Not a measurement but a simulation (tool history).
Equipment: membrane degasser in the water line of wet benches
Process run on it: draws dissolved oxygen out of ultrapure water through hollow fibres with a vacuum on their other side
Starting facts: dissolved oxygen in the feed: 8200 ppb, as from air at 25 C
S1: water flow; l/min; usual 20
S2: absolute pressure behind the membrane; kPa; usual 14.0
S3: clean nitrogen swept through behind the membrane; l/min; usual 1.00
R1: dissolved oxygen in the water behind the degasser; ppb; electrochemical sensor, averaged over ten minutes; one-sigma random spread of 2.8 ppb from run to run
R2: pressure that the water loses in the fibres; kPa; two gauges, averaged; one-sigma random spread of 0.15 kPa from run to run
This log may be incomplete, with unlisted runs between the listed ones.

Run 1, hour 0.0: usual settings. Result: R1 546.8 ppb, R2 49.57 kPa.
Run 2, hour 41.2: usual settings but S2 26.2 kPa. Result: R1 995.0 ppb, R2 49.55 kPa.
Run 3, hour 78.0: usual settings but S2 26.2 kPa. Result: R1 1012.8 ppb, R2 49.75 kPa.
Run 4, hour 111.9: usual settings but S2 26.2 kPa. Result: R1 1007.9 ppb, R2 49.74 kPa.
Run 5, hour 148.8: usual settings but S2 26.2 kPa. Result: R1 1004.7 ppb, R2 49.73 kPa.
Run 6, hour 192.6: usual settings. Result: R1 543.8 ppb, R2 49.58 kPa.
Run 7, hour 217.7: usual settings. Result: R1 543.1 ppb, R2 49.77 kPa.
Run 8, hour 244.0: usual settings but S3 0.56 l/min. Result: R1 803.6 ppb, R2 49.71 kPa.
Run 9, hour 277.6: usual settings but S3 0.56 l/min. Result: R1 819.6 ppb, R2 49.65 kPa.
Run 10, hour 329.8: usual settings but S3 0.56 l/min. Result: R1 809.7 ppb, R2 49.69 kPa.
Run 11, hour 380.7: usual settings but S3 0.94 l/min. Result: R1 565.1 ppb, R2 49.68 kPa.

Forecast each of these 3 alternatives for the next run:
Run A, hour 422.5: usual settings but S1 25 l/min, S2 12.2 kPa, S3 0.94 l/min. Result: R1 ?, R2 ?.
Run B, hour 422.5: usual settings but S2 12.0 kPa, S3 0.72 l/min. Result: R1 ?, R2 ?.
Run C, hour 422.5: usual settings but S1 29 l/min, S3 0.94 l/min. Result: R1 ?, R2 ?.

run     R1     R2
  A  672.1  62.30
  B  584.2  49.57
  C  927.3  71.98
Take away the tool's hidden state, keep each run's random variation, and the runs would have read:
run     R1     R2
  A  671.9  62.30
  B  583.9  49.56
  C  927.0  71.98
